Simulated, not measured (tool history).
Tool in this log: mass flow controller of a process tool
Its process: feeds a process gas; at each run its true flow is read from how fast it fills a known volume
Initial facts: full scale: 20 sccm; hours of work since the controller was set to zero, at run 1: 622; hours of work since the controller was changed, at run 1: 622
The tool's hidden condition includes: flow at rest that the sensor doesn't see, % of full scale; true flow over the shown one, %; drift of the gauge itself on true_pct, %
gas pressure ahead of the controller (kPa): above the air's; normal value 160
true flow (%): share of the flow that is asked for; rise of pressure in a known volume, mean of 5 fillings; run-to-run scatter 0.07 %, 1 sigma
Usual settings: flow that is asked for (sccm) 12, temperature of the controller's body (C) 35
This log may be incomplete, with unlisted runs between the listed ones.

run,day,flow that is asked for (sccm),gas pressure ahead of the controller (kPa),temperature of the controller's body (C),hours of work since the controller was set to zero,hours of work since the controller was changed,true flow (%)
1,0,12,160,35,622,622,98.48
2,3.921,12,160,35,652,652,98.28
3,6.35,12,160,35,671,671,98.24
4,8.892,12,160,35,690,690,98.23
5,11.633,12,224,35,711,711,97.78
6,15.525,12,224,35,741,741,97.63
7,18.817,12,160,35,767,767,97.96
8,20.762,12,160,35,782,782,97.88
9,23.692,12,146,27,804,804,98.85
10,25.525,20,178,39,818,818,97.73
11,27.721,3,160,28,835,835,97.72
12,31.608,3,160,21,865,865,98.42
13,34.217,14,146,21,885,885,99.39
14,37.633,8,160,35,911,911,97.04
15,39.983,5,162,20,929,929,98.51
16,43.796,5,162,20,958,958,98.42

Below are 5 alternative next runs, each starting from the tool's condition after run 16. Predict each:
A,46.275,14,245,24,977,977,?
B,46.275,19,201,33,977,977,?
C,46.275,5,166,20,977,977,?
D,46.275,3,141,34,977,977,?
E,46.275,12,154,35,977,977,?

run,true flow (%)
A,97.99
B,97.67
C,98.3
D,96.59
E,97.21
Take away the tool's hidden state, keep each run's random variation, and the runs would have read:
run,true flow (%)
A,99.27
B,98.94
C,99.58
D,97.84
E,98.47
